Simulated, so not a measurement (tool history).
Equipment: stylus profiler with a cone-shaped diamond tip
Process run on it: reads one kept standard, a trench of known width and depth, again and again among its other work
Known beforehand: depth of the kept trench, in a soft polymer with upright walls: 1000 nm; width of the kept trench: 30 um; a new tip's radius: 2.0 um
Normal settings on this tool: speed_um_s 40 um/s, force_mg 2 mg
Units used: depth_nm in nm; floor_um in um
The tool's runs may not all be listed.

| run | hour | speed_um_s | force_mg | depth_nm | floor_um |
|---|---|---|---|---|---|
| 1 | 0 | 40 | 2 | 1011.7 | 26.05 |
| 2 | 12.5 | 40 | 0.82 | 1005.05 | 25.87 |
| 3 | 37.7 | 40 | 0.82 | 1005.13 | 25.81 |
| 4 | 53.7 | 40 | 0.82 | 1005.45 | 25.85 |
| 5 | 69.7 | 40 | 2.19 | 1013.18 | 26.01 |
| 6 | 94.9 | 40 | 2.19 | 1012.87 | 26 |
| 7 | 121.1 | 40 | 1.19 | 1007.27 | 25.92 |
| 8 | 140.7 | 40 | 1.19 | 1007.72 | 25.95 |
| 9 | 153.1 | 40 | 1.19 | 1007.39 | 25.92 |
| 10 | 168.5 | 52 | 2 | 1011.44 | 25.94 |
| 11 | 186.1 | 52 | 2 | 1011.09 | 25.96 |
| 12 | 202.8 | 40 | 2 | 1011.66 | 25.97 |
| 13 | 219.7 | 40 | 2 | 1011.57 | 25.94 |
| 14 | 234.9 | 24 | 2 | 1011.65 | 26.09 |
| 15 | 247.4 | 24 | 2 | 1011.83 | 26.09 |
| 16 | 260.8 | 40 | 2 | 1011.44 | 25.96 |
| 17 | 276.6 | 18 | 2.58 | 1013.93 | 26.17 |
| 18 | 303.1 | 28 | 5.8 | 1026.27 | 26.13 |
| 19 | 326.4 | 28 | 5.8 | 1026.96 | 26.13 |
| 20 | 342 | 28 | 5.8 | 1027.13 | 26.15 |
| 21 | 365.4 | 28 | 5.8 | 1026.42 | 26.08 |
| 22 | 385.9 | 30 | 4.58 | 1021.98 | 26.07 |
| 23 | 406.2 | 123 | 3.37 | 1017.88 | 25.6 |
| 24 | 425.5 | 123 | 3.37 | 1017.28 | 25.55 |
| 25 | 448.4 | 21 | 0.92 | 1005.16 | 25.99 |
| 26 | 461.2 | 40 | 0.82 | 1004.35 | 25.78 |
| 27 | 473.5 | 13 | 4.72 | 1022.36 | 26.21 |
| 28 | 487.3 | 99 | 1.5 | 1008.76 | 25.45 |
| 29 | 499.2 | 99 | 1.5 | 1008.63 | 25.36 |
| 30 | 515.2 | 99 | 1.5 | 1008.22 | 25.37 |
| 31 | 530.6 | 18 | 2.76 | 1014.37 | 26.13 |

4 options for the next run, each taken on its own from the tool as it stands now. Forecast them:
| A | 552.1 | 13 | 1.45 | ? | ? |
| B | 552.1 | 18 | 2.94 | ? | ? |
| C | 552.1 | 13 | 2 | ? | ? |
| D | 552.1 | 120 | 0.73 | ? | ? |

| run | depth_nm | floor_um |
|---|---|---|
| A | 1008.09 | 26.03 |
| B | 1015.14 | 26.11 |
| C | 1010.66 | 26.07 |
| D | 1003.53 | 24.84 |
With the hidden condition removed and each run's random variation left untouched, the same runs would have given:
| run | depth_nm | floor_um |
|---|---|---|
| A | 1011.88 | 26.39 |
| B | 1018.96 | 26.46 |
| C | 1014.45 | 26.42 |
| D | 1007.3 | 25.19 |
